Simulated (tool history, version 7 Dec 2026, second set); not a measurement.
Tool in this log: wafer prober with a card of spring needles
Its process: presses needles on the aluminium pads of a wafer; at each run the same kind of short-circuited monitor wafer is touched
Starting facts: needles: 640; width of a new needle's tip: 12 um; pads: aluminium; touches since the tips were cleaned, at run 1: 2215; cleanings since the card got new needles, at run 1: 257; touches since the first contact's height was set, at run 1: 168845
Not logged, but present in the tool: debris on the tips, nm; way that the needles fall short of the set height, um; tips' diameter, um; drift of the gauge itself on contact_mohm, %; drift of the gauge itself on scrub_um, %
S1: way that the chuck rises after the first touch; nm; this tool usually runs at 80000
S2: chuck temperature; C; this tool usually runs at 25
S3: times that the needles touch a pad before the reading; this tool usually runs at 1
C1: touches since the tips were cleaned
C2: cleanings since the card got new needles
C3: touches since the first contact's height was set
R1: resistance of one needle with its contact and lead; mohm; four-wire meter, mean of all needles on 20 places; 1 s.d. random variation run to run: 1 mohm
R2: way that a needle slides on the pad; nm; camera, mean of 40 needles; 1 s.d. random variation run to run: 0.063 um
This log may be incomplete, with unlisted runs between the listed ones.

{"run": 1, "hour": 0.0, "S1": 80000, "S2": 25, "S3": 1, "C1": 2215, "C2": 257, "C3": 168845, "R1": 241, "R2": 14260}
{"hour": 6.3, "done": "tips cleaned on abrasive film"}
{"hour": 21.8, "done": "tips cleaned on abrasive film"}
{"hour": 34.3, "done": "tips cleaned on abrasive film"}
{"hour": 49.8, "done": "tips cleaned on abrasive film"}
{"hour": 65.3, "done": "tips cleaned on abrasive film"}
{"hour": 77.8, "done": "tips cleaned on abrasive film"}
{"run": 2, "hour": 82.1, "S1": 80000, "S2": 25, "S3": 1, "C1": 1060, "C2": 263, "C3": 188755, "R1": 237, "R2": 14150}
{"hour": 91.5, "done": "tips cleaned on abrasive film"}
{"hour": 103.9, "done": "tips cleaned on abrasive film"}
{"hour": 116.4, "done": "tips cleaned on abrasive film"}
{"run": 3, "hour": 127.4, "S1": 80000, "S2": 25, "S3": 1, "C1": 2693, "C2": 266, "C3": 199742, "R1": 242, "R2": 14140}
{"hour": 130.6, "done": "tips cleaned on abrasive film"}
{"hour": 143.1, "done": "tips cleaned on abrasive film"}
{"hour": 155.5, "done": "tips cleaned on abrasive film"}
{"hour": 170.6, "done": "tips cleaned on abrasive film"}
{"run": 4, "hour": 170.6, "S1": 80000, "S2": 25, "S3": 1, "C1": 0, "C2": 270, "C3": 210193, "R1": 234, "R2": 14110}
{"hour": 183.1, "done": "tips cleaned on abrasive film"}
{"hour": 198.6, "done": "tips cleaned on abrasive film"}
{"hour": 211.1, "done": "tips cleaned on abrasive film"}
{"hour": 223.5, "done": "tips cleaned on abrasive film"}
{"hour": 223.8, "done": "height of the first contact set anew"}
{"hour": 236.3, "done": "tips cleaned on abrasive film"}
{"hour": 248.7, "done": "tips cleaned on abrasive film"}
{"run": 5, "hour": 256.1, "S1": 80000, "S2": 25, "S3": 1, "C1": 1807, "C2": 276, "C3": 7839, "R1": 242, "R2": 13690}
{"hour": 262.4, "done": "tips cleaned on abrasive film"}
{"hour": 277.9, "done": "tips cleaned on abrasive film"}
{"hour": 290.4, "done": "tips cleaned on abrasive film"}
{"hour": 302.8, "done": "tips cleaned on abrasive film"}
{"hour": 315.3, "done": "tips cleaned on abrasive film"}
{"hour": 327.7, "done": "tips cleaned on abrasive film"}
{"run": 6, "hour": 333.4, "S1": 80000, "S2": 25, "S3": 1, "C1": 1396, "C2": 282, "C3": 26575, "R1": 239, "R2": 13470}
{"hour": 342.8, "done": "tips cleaned on abrasive film"}
{"hour": 355.2, "done": "tips cleaned on abrasive film"}
{"hour": 367.7, "done": "tips cleaned on abrasive film"}
{"hour": 380.1, "done": "tips cleaned on abrasive film"}
{"hour": 392.6, "done": "tips cleaned on abrasive film"}
{"run": 7, "hour": 402.9, "S1": 80000, "S2": 25, "S3": 1, "C1": 2512, "C2": 287, "C3": 43413, "R1": 242, "R2": 13470}
{"hour": 406.1, "done": "tips cleaned on abrasive film"}
{"hour": 421.6, "done": "tips cleaned on abrasive film"}
{"hour": 437.1, "done": "tips cleaned on abrasive film"}
{"hour": 452.7, "done": "tips cleaned on abrasive film"}
{"run": 8, "hour": 453.8, "S1": 80000, "S2": 25, "S3": 1, "C1": 261, "C2": 291, "C3": 55739, "R1": 236, "R2": 13490}
{"hour": 466.2, "done": "tips cleaned on abrasive film"}
{"hour": 481.7, "done": "tips cleaned on abrasive film"}
{"hour": 485.1, "done": "height of the first contact set anew, once more"}
{"hour": 494.5, "done": "tips cleaned on abrasive film"}
{"hour": 510.0, "done": "tips cleaned on abrasive film"}
{"hour": 525.6, "done": "tips cleaned on abrasive film"}
{"hour": 538.0, "done": "tips cleaned on abrasive film"}
{"run": 9, "hour": 545.0, "S1": 78000, "S2": 25, "S3": 1, "C1": 1709, "C2": 297, "C3": 14527, "R1": 241, "R2": 14800}
{"hour": 551.3, "done": "tips cleaned on abrasive film"}
{"hour": 563.7, "done": "tips cleaned on abrasive film"}
{"hour": 579.3, "done": "tips cleaned on abrasive film"}
{"hour": 591.7, "done": "tips cleaned on abrasive film"}
{"hour": 604.2, "done": "tips cleaned on abrasive film"}
{"run": 10, "hour": 604.3, "S1": 78000, "S2": 34, "S3": 1, "C1": 20, "C2": 302, "C3": 28873, "R1": 235, "R2": 14640}
{"hour": 616.8, "done": "tips cleaned on abrasive film"}
{"hour": 629.3, "done": "tips cleaned on abrasive film"}
{"hour": 641.7, "done": "tips cleaned on abrasive film"}
{"hour": 654.2, "done": "tips cleaned on abrasive film"}
{"hour": 669.7, "done": "tips cleaned on abrasive film"}
{"run": 11, "hour": 674.0, "S1": 78000, "S2": 34, "S3": 1, "C1": 1047, "C2": 307, "C3": 45782, "R1": 241, "R2": 14560}
{"hour": 683.4, "done": "tips cleaned on abrasive film"}
{"hour": 695.8, "done": "tips cleaned on abrasive film"}
{"hour": 708.3, "done": "tips cleaned on abrasive film"}
{"hour": 723.8, "done": "tips cleaned on abrasive film"}
{"run": 12, "hour": 729.7, "S1": 80000, "S2": 25, "S3": 1, "C1": 1433, "C2": 311, "C3": 59280, "R1": 240, "R2": 14950}
{"hour": 739.0, "done": "tips cleaned on abrasive film"}
{"hour": 751.5, "done": "tips cleaned on abrasive film"}
{"hour": 767.0, "done": "tips cleaned on abrasive film"}
{"hour": 782.6, "done": "tips cleaned on abrasive film"}
{"hour": 795.0, "done": "tips cleaned on abrasive film"}
{"hour": 807.5, "done": "tips cleaned on abrasive film"}
{"hour": 819.9, "done": "tips cleaned on abrasive film"}
{"run": 13, "hour": 826.0, "S1": 90000, "S2": 25, "S3": 1, "C1": 1492, "C2": 318, "C3": 82637, "R1": 235, "R2": 16720}
{"hour": 835.4, "done": "tips cleaned on abrasive film"}
{"hour": 847.8, "done": "tips cleaned on abrasive film"}
{"hour": 863.4, "done": "tips cleaned on abrasive film"}
{"hour": 875.8, "done": "tips cleaned on abrasive film"}
{"hour": 888.3, "done": "tips cleaned on abrasive film"}
{"hour": 900.7, "done": "tips cleaned on abrasive film"}
{"hour": 913.2, "done": "tips cleaned on abrasive film"}
{"run": 14, "hour": 916.6, "S1": 90000, "S2": 25, "S3": 1, "C1": 839, "C2": 325, "C3": 104587, "R1": 236, "R2": 16560}
{"hour": 926.0, "done": "tips cleaned on abrasive film"}
{"hour": 938.4, "done": "tips cleaned on abrasive film"}
{"hour": 950.9, "done": "tips cleaned on abrasive film"}
{"hour": 963.3, "done": "tips cleaned on abrasive film"}
{"hour": 975.8, "done": "tips cleaned on abrasive film"}
{"run": 15, "hour": 977.3, "S1": 90000, "S2": 62, "S3": 1, "C1": 365, "C2": 330, "C3": 119278, "R1": 244, "R2": 16500}
{"hour": 989.7, "done": "tips cleaned on abrasive film"}
{"hour": 1002.2, "done": "tips cleaned on abrasive film"}
{"hour": 1017.7, "done": "tips cleaned on abrasive film"}
{"run": 16, "hour": 1028.3, "S1": 90000, "S2": 119, "S3": 1, "C1": 2593, "C2": 333, "C3": 131672, "R1": 262, "R2": 16320}
{"hour": 1031.5, "done": "tips cleaned on abrasive film"}
{"hour": 1044.0, "done": "tips cleaned on abrasive film"}
{"hour": 1056.4, "done": "tips cleaned on abrasive film"}
{"hour": 1068.9, "done": "tips cleaned on abrasive film"}
{"hour": 1081.3, "done": "tips cleaned on abrasive film"}
{"hour": 1093.8, "done": "tips cleaned on abrasive film"}
{"hour": 1108.1, "done": "tips cleaned on abrasive film"}
{"run": 17, "hour": 1108.1, "S1": 98000, "S2": 65, "S3": 1, "C1": 0, "C2": 340, "C3": 150979, "R1": 240, "R2": 17890}
{"hour": 1123.6, "done": "tips cleaned on abrasive film"}
{"hour": 1136.1, "done": "tips cleaned on abrasive film"}
{"hour": 1151.6, "done": "tips cleaned on abrasive film"}
{"hour": 1164.1, "done": "tips cleaned on abrasive film"}
{"hour": 1176.5, "done": "tips cleaned on abrasive film"}
{"run": 18, "hour": 1178.0, "S1": 80000, "S2": 25, "S3": 3, "C1": 371, "C2": 345, "C3": 167936, "R1": 234, "R2": 14180}
{"hour": 1190.5, "done": "tips cleaned on abrasive film"}
{"hour": 1206.0, "done": "tips cleaned on abrasive film"}
{"hour": 1220.7, "done": "tips cleaned on abrasive film"}
{"run": 19, "hour": 1220.7, "S1": 80000, "S2": 71, "S3": 2, "C1": 0, "C2": 348, "C3": 178284, "R1": 248, "R2": 14130}
{"hour": 1236.2, "done": "tips cleaned on abrasive film"}
{"hour": 1248.7, "done": "tips cleaned on abrasive film"}
{"hour": 1261.1, "done": "tips cleaned on abrasive film"}
{"run": 20, "hour": 1265.2, "S1": 80000, "S2": 71, "S3": 2, "C1": 994, "C2": 351, "C3": 189080, "R1": 251, "R2": 14170}
{"hour": 1274.6, "done": "tips cleaned on abrasive film"}
{"hour": 1290.1, "done": "tips cleaned on abrasive film"}
{"hour": 1305.7, "done": "tips cleaned on abrasive film"}
{"hour": 1318.1, "done": "tips cleaned on abrasive film"}
{"hour": 1333.7, "done": "tips cleaned on abrasive film"}
{"hour": 1346.1, "done": "tips cleaned on abrasive film"}
{"hour": 1358.6, "done": "tips cleaned on abrasive film"}
{"run": 21, "hour": 1358.6, "S1": 85000, "S2": 33, "S3": 2, "C1": 0, "C2": 358, "C3": 211709, "R1": 234, "R2": 14890}
{"hour": 1374.1, "done": "tips cleaned on abrasive film"}
{"hour": 1386.5, "done": "tips cleaned on abrasive film"}
{"hour": 1402.1, "done": "tips cleaned on abrasive film"}
{"hour": 1405.4, "done": "height of the first contact set anew"}
{"hour": 1414.8, "done": "tips cleaned on abrasive film"}
{"run": 22, "hour": 1419.1, "S1": 85000, "S2": 33, "S3": 2, "C1": 1047, "C2": 362, "C3": 3309, "R1": 239, "R2": 16120}
{"hour": 1428.5, "done": "tips cleaned on abrasive film"}
{"hour": 1444.0, "done": "tips cleaned on abrasive film"}
{"hour": 1456.5, "done": "tips cleaned on abrasive film"}
{"run": 23, "hour": 1466.9, "S1": 77000, "S2": 49, "S3": 2, "C1": 2549, "C2": 365, "C3": 14908, "R1": 245, "R2": 14640}
{"hour": 1470.1, "done": "tips cleaned on abrasive film"}
{"hour": 1482.5, "done": "tips cleaned on abrasive film"}
{"hour": 1495.0, "done": "tips cleaned on abrasive film"}
{"run": 24, "hour": 1506.8, "S1": 77000, "S2": 49, "S3": 2, "C1": 2872, "C2": 368, "C3": 24568, "R1": 245, "R2": 14460}

Branching from run 24: 3 alternative next runs. What would each branch give?
{"hour": 1509.9, "done": "tips cleaned on abrasive film"}
{"hour": 1522.4, "done": "tips cleaned on abrasive film"}
{"hour": 1534.8, "done": "tips cleaned on abrasive film"}
{"hour": 1547.3, "done": "tips cleaned on abrasive film"}
{"hour": 1559.7, "done": "tips cleaned on abrasive film"}
{"hour": 1572.2, "done": "tips cleaned on abrasive film"}
{"hour": 1584.6, "done": "tips cleaned on abrasive film"}
{"run": "A", "hour": 1587.5, "S1": 99000, "S2": 31, "S3": 2, "C1": 704, "C2": 375, "C3": 44122, "R1": "?", "R2": "?"}
{"hour": 1509.9, "done": "tips cleaned on abrasive film"}
{"hour": 1522.4, "done": "tips cleaned on abrasive film"}
{"hour": 1534.8, "done": "tips cleaned on abrasive film"}
{"hour": 1547.3, "done": "tips cleaned on abrasive film"}
{"hour": 1559.7, "done": "tips cleaned on abrasive film"}
{"hour": 1572.2, "done": "tips cleaned on abrasive film"}
{"hour": 1584.6, "done": "tips cleaned on abrasive film"}
{"run": "B", "hour": 1587.5, "S1": 80000, "S2": 25, "S3": 1, "C1": 704, "C2": 375, "C3": 44122, "R1": "?", "R2": "?"}
{"hour": 1509.9, "done": "tips cleaned on abrasive film"}
{"hour": 1522.4, "done": "tips cleaned on abrasive film"}
{"hour": 1534.8, "done": "tips cleaned on abrasive film"}
{"hour": 1547.3, "done": "tips cleaned on abrasive film"}
{"hour": 1559.7, "done": "tips cleaned on abrasive film"}
{"hour": 1572.2, "done": "tips cleaned on abrasive film"}
{"hour": 1584.6, "done": "tips cleaned on abrasive film"}
{"run": "C", "hour": 1587.5, "S1": 77000, "S2": 26, "S3": 2, "C1": 704, "C2": 375, "C3": 44122, "R1": "?", "R2": "?"}

run=A R1=234 R2=18560
run=B R1=237 R2=14960
run=C R1=236 R2=14350
The same runs, with their run-to-run variation unchanged, on a tool lacking any hidden condition would have given:
run=A R1=230 R2=18820
run=B R1=228 R2=15220
run=C R1=229 R2=14610
